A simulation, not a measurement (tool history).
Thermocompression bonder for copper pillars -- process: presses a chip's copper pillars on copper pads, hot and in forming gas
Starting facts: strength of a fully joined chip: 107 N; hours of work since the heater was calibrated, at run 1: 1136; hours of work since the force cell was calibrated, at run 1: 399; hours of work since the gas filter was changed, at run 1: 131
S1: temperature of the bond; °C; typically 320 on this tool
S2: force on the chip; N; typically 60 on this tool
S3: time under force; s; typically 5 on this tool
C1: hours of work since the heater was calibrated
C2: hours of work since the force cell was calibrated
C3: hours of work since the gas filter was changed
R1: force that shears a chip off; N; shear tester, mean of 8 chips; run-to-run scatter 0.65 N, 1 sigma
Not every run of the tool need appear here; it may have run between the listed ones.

{"run": 1, "hour": 0.0, "S1": 320, "S2": 60, "S3": 5, "C1": 1136, "C2": 399, "C3": 131, "R1": 37}
{"run": 2, "hour": 37.0, "S1": 320, "S2": 60, "S3": 5, "C1": 1163, "C2": 425, "C3": 157, "R1": 37.1}
{"run": 3, "hour": 80.5, "S1": 320, "S2": 60, "S3": 5, "C1": 1194, "C2": 456, "C3": 189, "R1": 36.9}
{"hour": 89.0, "done": "forming gas filter changed"}
{"run": 4, "hour": 119.0, "S1": 320, "S2": 53, "S3": 5, "C1": 1221, "C2": 483, "C3": 21, "R1": 34.1}
{"run": 5, "hour": 156.1, "S1": 320, "S2": 60, "S3": 3, "C1": 1247, "C2": 510, "C3": 48, "R1": 31.9}
{"run": 6, "hour": 191.0, "S1": 320, "S2": 60, "S3": 5, "C1": 1272, "C2": 535, "C3": 73, "R1": 38.1}
{"run": 7, "hour": 223.5, "S1": 320, "S2": 60, "S3": 5, "C1": 1295, "C2": 558, "C3": 96, "R1": 37.8}
{"run": 8, "hour": 266.4, "S1": 320, "S2": 60, "S3": 5, "C1": 1326, "C2": 588, "C3": 127, "R1": 36.8}
{"run": 9, "hour": 296.2, "S1": 320, "S2": 60, "S3": 5, "C1": 1347, "C2": 610, "C3": 148, "R1": 36.7}
{"run": 10, "hour": 336.1, "S1": 320, "S2": 60, "S3": 5, "C1": 1376, "C2": 638, "C3": 176, "R1": 36.7}
{"hour": 357.6, "done": "forming gas filter changed"}
{"run": 11, "hour": 357.6, "S1": 320, "S2": 60, "S3": 5, "C1": 1391, "C2": 653, "C3": 0, "R1": 38.4}
{"run": 12, "hour": 398.5, "S1": 320, "S2": 65, "S3": 5, "C1": 1420, "C2": 682, "C3": 29, "R1": 42.6}
{"run": 13, "hour": 418.3, "S1": 320, "S2": 60, "S3": 5, "C1": 1434, "C2": 697, "C3": 43, "R1": 38.6}
{"run": 14, "hour": 463.0, "S1": 320, "S2": 78, "S3": 11, "C1": 1466, "C2": 728, "C3": 75, "R1": 65.9}
{"run": 15, "hour": 505.2, "S1": 307, "S2": 64, "S3": 7, "C1": 1496, "C2": 759, "C3": 105, "R1": 40.5}
{"run": 16, "hour": 537.4, "S1": 332, "S2": 60, "S3": 12, "C1": 1519, "C2": 782, "C3": 128, "R1": 57.7}
{"run": 17, "hour": 562.6, "S1": 332, "S2": 60, "S3": 12, "C1": 1537, "C2": 800, "C3": 146, "R1": 57.7}
{"hour": 578.3, "done": "force cell calibrated"}
{"run": 18, "hour": 588.8, "S1": 320, "S2": 50, "S3": 5, "C1": 1555, "C2": 7, "C3": 164, "R1": 27.2}
{"run": 19, "hour": 617.0, "S1": 317, "S2": 50, "S3": 3, "C1": 1575, "C2": 28, "C3": 184, "R1": 21.3}
{"hour": 628.8, "done": "forming gas filter changed"}
{"run": 20, "hour": 649.5, "S1": 317, "S2": 50, "S3": 3, "C1": 1598, "C2": 50, "C3": 15, "R1": 22.7}
{"run": 21, "hour": 685.1, "S1": 317, "S2": 50, "S3": 3, "C1": 1623, "C2": 76, "C3": 40, "R1": 21.2}
{"run": 22, "hour": 730.3, "S1": 326, "S2": 42, "S3": 4, "C1": 1655, "C2": 108, "C3": 72, "R1": 23.7}
{"run": 23, "hour": 766.0, "S1": 314, "S2": 42, "S3": 11, "C1": 1681, "C2": 134, "C3": 98, "R1": 29.2}
{"run": 24, "hour": 814.5, "S1": 331, "S2": 37, "S3": 9, "C1": 1716, "C2": 168, "C3": 133, "R1": 28.1}
{"run": 25, "hour": 853.7, "S1": 333, "S2": 39, "S3": 3, "C1": 1744, "C2": 196, "C3": 161, "R1": 19.2}

4 options for the next run, each taken on its own from the tool as it stands now. Forecast them:
{"hour": 866.1, "done": "heater calibrated with a thermocouple chip"}
{"hour": 900.0, "done": "forming gas filter changed"}
{"run": "A", "hour": 902.8, "S1": 310, "S2": 39, "S3": 3, "C1": 26, "C2": 230, "C3": 2, "R1": "?"}
{"hour": 866.1, "done": "heater calibrated with a thermocouple chip"}
{"hour": 900.0, "done": "forming gas filter changed"}
{"run": "B", "hour": 902.8, "S1": 333, "S2": 40, "S3": 3, "C1": 26, "C2": 230, "C3": 2, "R1": "?"}
{"hour": 866.1, "done": "heater calibrated with a thermocouple chip"}
{"hour": 900.0, "done": "forming gas filter changed"}
{"run": "C", "hour": 902.8, "S1": 309, "S2": 39, "S3": 3, "C1": 26, "C2": 230, "C3": 2, "R1": "?"}
{"hour": 866.1, "done": "heater calibrated with a thermocouple chip"}
{"hour": 900.0, "done": "forming gas filter changed"}
{"run": "D", "hour": 902.8, "S1": 333, "S2": 72, "S3": 6, "C1": 26, "C2": 230, "C3": 2, "R1": "?"}

run=A R1=18.4
run=B R1=25.2
run=C R1=17.5
run=D R1=62.1
The same runs, with their run-to-run variation unchanged, on a tool lacking any hidden condition would have given:
run=A R1=17.8
run=B R1=24.4
run=C R1=16.9
run=D R1=60.7
